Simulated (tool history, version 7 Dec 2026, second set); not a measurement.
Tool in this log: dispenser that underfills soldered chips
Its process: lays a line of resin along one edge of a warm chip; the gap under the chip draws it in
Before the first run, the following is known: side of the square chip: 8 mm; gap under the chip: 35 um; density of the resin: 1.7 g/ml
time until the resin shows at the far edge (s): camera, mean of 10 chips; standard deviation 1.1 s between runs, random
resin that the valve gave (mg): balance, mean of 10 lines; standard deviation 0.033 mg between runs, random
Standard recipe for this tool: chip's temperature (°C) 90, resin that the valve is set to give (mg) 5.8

run	day	chip's temperature (°C)	resin that the valve is set to give (mg)	time until the resin shows at the far edge (s)	resin that the valve gave (mg)
1	0	90	5.8	177.4	5.6
# day 0.154: new syringe of resin
2	0.2	90	5.8	107.8	5.57
3	0.429	90	5.8	142.9	5.53
4	0.696	77	5.8	362.6	5.59
# day 0.775: new syringe of resin
5	1.008	77	5.8	249.6	5.5
6	1.167	77	5.8	302.6	5.53
7	1.346	99	5.8	137.6	5.52
# day 1.396: new syringe of resin
8	1.542	90	5.8	123.7	5.46
9	1.733	90	5.8	153	5.44
10	1.971	90	5.8	205.1	5.52
# day 2.004: new syringe of resin
# day 2.096: dispensing valve cleaned and set on the balance
11	2.288	90	7.47	132.5	7.44
12	2.6	84	7.47	255.3	7.43
# day 2.658: new syringe of resin
13	2.825	98	5.11	92.4	5.12
14	3.133	98	5.11	131.8	5.01
# day 3.292: new syringe of resin
15	3.367	97	5.42	81.7	5.36
16	3.562	76	6.16	266.4	6.08
17	3.708	76	6.16	320.8	6.05
# day 3.912: new syringe of resin
18	3.996	90	7.23	104.7	7.03
19	4.179	90	7.23	132.8	7.03
20	4.438	90	7.23	184.9	6.99
# day 4.525: new syringe of resin
21	4.738	78	5.62	231.5	5.46
22	4.883	104	6.08	85.3	5.89
23	5.046	79	5.8	321.1	5.63
# day 5.15: new syringe of resin
24	5.229	75	6.22	221.8	5.98

Branching from run 24: 4 alternative next runs. What would each branch give?
A	5.404	89	7.18	?	?
B	5.404	81	5.8	?	?
C	5.404	76	5.1	?	?
D	5.404	98	5.03	?	?

run	time until the resin shows at the far edge (s)	resin that the valve gave (mg)
A	143.4	6.94
B	204.2	5.59
C	275	4.91
D	101.5	4.77
Had the tool no hidden state, the same runs would have come out as:
run	time until the resin shows at the far edge (s)	resin that the valve gave (mg)
A	107.4	7.23
B	152.6	5.82
C	204.9	5.11
D	75	4.97
